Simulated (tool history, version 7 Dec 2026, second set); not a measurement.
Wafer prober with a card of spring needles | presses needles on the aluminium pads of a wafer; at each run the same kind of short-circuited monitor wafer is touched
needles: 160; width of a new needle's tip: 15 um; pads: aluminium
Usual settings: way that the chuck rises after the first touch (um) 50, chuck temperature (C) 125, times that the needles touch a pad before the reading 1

| run | hour | way that the chuck rises after the first touch (um) | chuck temperature (C) | times that the needles touch a pad before the reading | resistance of one needle with its contact and lead (mohm) | way that a needle slides on the pad (um) |
|---|---|---|---|---|---|---|
| 1 | 0.0 | 50 | 125 | 1 | 462 | 7.55 |
|  | 5.2 | tips cleaned on abrasive film |
|  | 16.6 | tips cleaned on abrasive film |
| 2 | 17.1 | 50 | 125 | 1 | 274 | 7.59 |
|  | 27.7 | tips cleaned on abrasive film |
|  | 40.9 | tips cleaned on abrasive film |
| 3 | 42.0 | 50 | 125 | 2 | 291 | 7.50 |
|  | 52.4 | tips cleaned on abrasive film |
|  | 65.3 | tips cleaned on abrasive film |
| 4 | 69.9 | 35 | 125 | 1 | 633 | 5.17 |
|  | 76.9 | tips cleaned on abrasive film |
|  | 89.2 | tips cleaned on abrasive film |
| 5 | 98.4 | 57 | 125 | 1 | 433 | 8.61 |
|  | 101.0 | tips cleaned on abrasive film |
| 6 | 110.1 | 50 | 125 | 1 | 508 | 7.54 |
|  | 112.1 | tips cleaned on abrasive film |
|  | 123.8 | tips cleaned on abrasive film |
| 7 | 131.1 | 50 | 125 | 1 | 462 | 7.43 |
|  | 134.9 | tips cleaned on abrasive film |
|  | 147.6 | tips cleaned on abrasive film |
| 8 | 147.6 | 50 | 125 | 1 | 267 | 7.44 |
|  | 160.3 | tips cleaned on abrasive film |
| 9 | 170.9 | 50 | 125 | 1 | 550 | 7.35 |
|  | 173.3 | tips cleaned on abrasive film |
|  | 184.3 | tips cleaned on abrasive film |
| 10 | 188.0 | 50 | 125 | 1 | 398 | 7.38 |
|  | 195.9 | tips cleaned on abrasive film |
| 11 | 200.9 | 50 | 125 | 1 | 445 | 7.35 |
|  | 207.2 | tips cleaned on abrasive film |
|  | 220.2 | tips cleaned on abrasive film |
| 12 | 228.0 | 50 | 125 | 1 | 490 | 7.38 |
|  | 233.4 | tips cleaned on abrasive film |
|  | 245.5 | tips cleaned on abrasive film |
| 13 | 255.6 | 50 | 125 | 2 | 429 | 7.29 |
|  | 257.1 | tips cleaned on abrasive film |
|  | 268.6 | tips cleaned on abrasive film |
| 14 | 269.9 | 50 | 125 | 1 | 321 | 7.21 |
|  | 279.7 | tips cleaned on abrasive film |
| 15 | 282.8 | 37 | 125 | 1 | 544 | 5.15 |
|  | 290.5 | height of the first contact set anew |
|  | 292.7 | tips cleaned on abrasive film |
| 16 | 297.7 | 37 | 125 | 1 | 676 | 4.99 |
|  | 305.5 | tips cleaned on abrasive film |
|  | 317.8 | tips cleaned on abrasive film |
| 17 | 324.9 | 50 | 25 | 3 | 343 | 6.95 |
|  | 331.4 | tips cleaned on abrasive film |
| 18 | 337.1 | 54 | 89 | 1 | 440 | 7.58 |
|  | 344.3 | tips cleaned on abrasive film |
|  | 357.0 | tips cleaned on abrasive film |
| 19 | 364.2 | 35 | 76 | 3 | 504 | 4.58 |
|  | 368.0 | tips cleaned on abrasive film |
| 20 | 377.2 | 41 | 29 | 3 | 434 | 5.57 |
|  | 379.4 | tips cleaned on abrasive film |
|  | 381.8 | height of the first contact set anew, once more |
|  | 391.1 | tips cleaned on abrasive film |
|  | 402.4 | tips cleaned on abrasive film |
| 21 | 402.4 | 41 | 29 | 3 | 239 | 6.39 |
|  | 414.3 | tips cleaned on abrasive film |
|  | 427.0 | tips cleaned on abrasive film |
| 22 | 428.2 | 40 | 74 | 1 | 331 | 6.24 |
|  | 439.1 | tips cleaned on abrasive film |
| 23 | 445.8 | 40 | 74 | 1 | 603 | 6.19 |
|  | 450.3 | tips cleaned on abrasive film |
|  | 461.6 | tips cleaned on abrasive film |
| 24 | 468.8 | 33 | 123 | 2 | 596 | 5.11 |
|  | 473.4 | tips cleaned on abrasive film |
| 25 | 482.3 | 33 | 102 | 2 | 640 | 5.07 |
|  | 486.9 | tips cleaned on abrasive film |
|  | 498.3 | tips cleaned on abrasive film |
|  | 510.0 | tips cleaned on abrasive film |
| 26 | 511.3 | 50 | 111 | 1 | 307 | 7.66 |
|  | 521.5 | tips cleaned on abrasive film |
|  | 532.7 | tips cleaned on abrasive film |
| 27 | 536.9 | 52 | 123 | 1 | 408 | 8.02 |
|  | 545.1 | tips cleaned on abrasive film |
|  | 557.8 | tips cleaned on abrasive film |
| 28 | 561.6 | 50 | 65 | 1 | 417 | 7.66 |

The next listed run, before its measurement:
|  | 570.6 | tips cleaned on abrasive film |
| 29 | 577.4 | 50 | 124 | 1 | ? | ? |

{"run 29": {"resistance of one needle with its contact and lead (mohm)": 477, "way that a needle slides on the pad (um)": 7.57}}
Without the tool's hidden state the same run would have given resistance of one needle with its contact and lead (mohm) 235, way that a needle slides on the pad (um) 7.83.
